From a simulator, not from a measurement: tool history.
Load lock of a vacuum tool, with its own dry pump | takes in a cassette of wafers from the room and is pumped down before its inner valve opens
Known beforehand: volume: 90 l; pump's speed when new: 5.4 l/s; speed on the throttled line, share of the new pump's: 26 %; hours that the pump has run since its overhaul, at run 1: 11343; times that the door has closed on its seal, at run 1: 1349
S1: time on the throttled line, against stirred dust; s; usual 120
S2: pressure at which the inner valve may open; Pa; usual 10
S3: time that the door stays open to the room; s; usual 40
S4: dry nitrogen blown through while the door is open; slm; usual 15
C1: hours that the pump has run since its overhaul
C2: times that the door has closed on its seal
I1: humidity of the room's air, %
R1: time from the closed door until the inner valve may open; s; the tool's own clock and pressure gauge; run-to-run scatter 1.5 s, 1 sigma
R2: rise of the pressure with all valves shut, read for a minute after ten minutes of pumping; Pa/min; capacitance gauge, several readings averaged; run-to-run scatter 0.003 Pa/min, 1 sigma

run,day,S1,S2,S3,S4,C1,C2,I1,R1,R2
1,0.000,120,10,40,15,11343,1349,43.0,268.1,0.023
2,4.996,120,10,40,15,11463,1665,43.1,266.4,0.022
3,10.617,120,10,40,15,11598,2020,44.6,268.7,0.025
4,15.571,120,10,40,15,11717,2334,47.0,270.3,0.026
5,19.904,120,7,40,15,11821,2608,44.6,278.2,0.024
6,24.154,120,7,40,15,11923,2877,44.6,276.8,0.025
7,29.400,120,7,40,15,12049,3208,42.9,277.7,0.026
8,35.008,120,7,40,15,12183,3563,45.8,275.2,0.028

Run 9 comes next. What will it give?
9,41.108,97,12,40,23,12330,3949,43.0,?,?

{"run 9": {"R1": 249.5, "R2": 0.02}}
Had the tool carried no hidden state, the very same run would have given R1 223.7 s, R2 0.015 Pa/min.

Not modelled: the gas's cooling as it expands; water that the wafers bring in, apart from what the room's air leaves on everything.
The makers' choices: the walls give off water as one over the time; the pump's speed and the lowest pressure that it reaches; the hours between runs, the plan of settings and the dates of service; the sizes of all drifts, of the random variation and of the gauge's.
